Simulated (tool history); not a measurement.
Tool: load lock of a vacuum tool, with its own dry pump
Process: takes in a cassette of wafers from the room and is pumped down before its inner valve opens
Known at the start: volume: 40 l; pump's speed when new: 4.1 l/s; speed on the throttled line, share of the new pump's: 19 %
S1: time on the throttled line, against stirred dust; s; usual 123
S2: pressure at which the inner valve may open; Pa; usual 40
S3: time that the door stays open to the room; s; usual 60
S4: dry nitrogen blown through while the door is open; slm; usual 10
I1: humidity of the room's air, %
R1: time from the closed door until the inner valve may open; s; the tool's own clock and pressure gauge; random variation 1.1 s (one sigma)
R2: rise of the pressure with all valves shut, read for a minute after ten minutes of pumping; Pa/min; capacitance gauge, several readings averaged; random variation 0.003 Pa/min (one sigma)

run 1 hour=0 | S1=123 S2=40 S3=60 S4=10 | I1=45.1 | R1=177.3 R2=0.092
run 2 hour=308.5 | S1=123 S2=40 S3=60 S4=10 | I1=44.9 | R1=176 R2=0.094
run 3 hour=538.6 | S1=123 S2=40 S3=60 S4=10 | I1=44.7 | R1=179.6 R2=0.098
run 4 hour=779.7 | S1=123 S2=40 S3=60 S4=10 | I1=45.8 | R1=178.8 R2=0.1
run 5 hour=1100.5 | S1=123 S2=40 S3=28 S4=10 | I1=46.6 | R1=177.2 R2=0.087
run 6 hour=1409.6 | S1=123 S2=40 S3=28 S4=10 | I1=44.2 | R1=177.6 R2=0.089
run 7 hour=1634.7 | S1=123 S2=40 S3=28 S4=10 | I1=46.3 | R1=179.5 R2=0.096
run 8 hour=1825.3 | S1=123 S2=40 S3=60 S4=10 | I1=45.1 | R1=180.8 R2=0.108
run 9 hour=2015.2 | S1=123 S2=40 S3=60 S4=10 | I1=43.8 | R1=179.3 R2=0.105
run 10 hour=2180.6 | S1=123 S2=40 S3=60 S4=10 | I1=41.9 | R1=179.4 R2=0.107
run 11 hour=2345 | S1=123 S2=40 S3=60 S4=10 | I1=43.6 | R1=180.5 R2=0.109
run 12 hour=2623.5 | S1=123 S2=40 S3=60 S4=10 | I1=46.5 | R1=180.8 R2=0.117
run 13 hour=2813 | S1=123 S2=40 S3=60 S4=10 | I1=44.6 | R1=179.1 R2=0.12
run 14 hour=3137.9 | S1=123 S2=40 S3=60 S4=10 | I1=43.3 | R1=182.6 R2=0.115
run 15 hour=3343.7 | S1=123 S2=40 S3=60 S4=10 | I1=42.7 | R1=182.1 R2=0.119
run 16 hour=3585.3 | S1=86 S2=40 S3=60 S4=10 | I1=43.8 | R1=151.8 R2=0.129
run 17 hour=3894.6 | S1=86 S2=40 S3=60 S4=10 | I1=38.7 | R1=152.6 R2=0.127
run 18 hour=4043.5 | S1=86 S2=40 S3=60 S4=10 | I1=47.3 | R1=154.7 R2=0.134
run 19 hour=4243.2 | S1=123 S2=40 S3=142 S4=44 | I1=44.4 | R1=184.6 R2=0.126
run 20 hour=4533.5 | S1=123 S2=46 S3=67 S4=12 | I1=48.1 | R1=182.9 R2=0.133
run 21 hour=4760.2 | S1=91 S2=40 S3=60 S4=10 | I1=41.5 | R1=159 R2=0.14
run 22 hour=4908.3 | S1=91 S2=30 S3=31 S4=10 | I1=41 | R1=162.9 R2=0.124
run 23 hour=5193.6 | S1=91 S2=30 S3=31 S4=10 | I1=46.6 | R1=163.7 R2=0.132
run 24 hour=5428.3 | S1=138 S2=41 S3=59 S4=9 | I1=45.5 | R1=195 R2=0.148
run 25 hour=5737.9 | S1=138 S2=41 S3=59 S4=9 | I1=43.9 | R1=195.3 R2=0.155
run 26 hour=6017.1 | S1=77 S2=69 S3=37 S4=33 | I1=47.3 | R1=142.5 R2=0.142
run 27 hour=6205.8 | S1=65 S2=69 S3=37 S4=9 | I1=44.6 | R1=132.4 R2=0.141
run 28 hour=6448.4 | S1=65 S2=69 S3=37 S4=9 | I1=47.9 | R1=135.7 R2=0.151
run 29 hour=6676.5 | S1=149 S2=59 S3=42 S4=19 | I1=50 | R1=201.4 R2=0.15
run 30 hour=6963.5 | S1=130 S2=40 S3=169 S4=10 | I1=46.3 | R1=191.2 R2=0.191
run 31 hour=7305.8 | S1=130 S2=40 S3=169 S4=10 | I1=48.8 | R1=191.8 R2=0.206
run 32 hour=7479.2 | S1=92 S2=40 S3=144 S4=9 | I1=46.2 | R1=160 R2=0.195
run 33 hour=7823.2 | S1=123 S2=40 S3=60 S4=31 | I1=47.3 | R1=189.3 R2=0.159

The next listed run, before its measurement:
run 34 hour=8119.5 | S1=75 S2=40 S3=60 S4=4 | I1=44.1 | R1=? R2=?

{"run 34": {"R1": 152.3, "R2": 0.179}}
Without the tool's hidden state the same run would have given R1 138.1 s, R2 0.036 Pa/min.
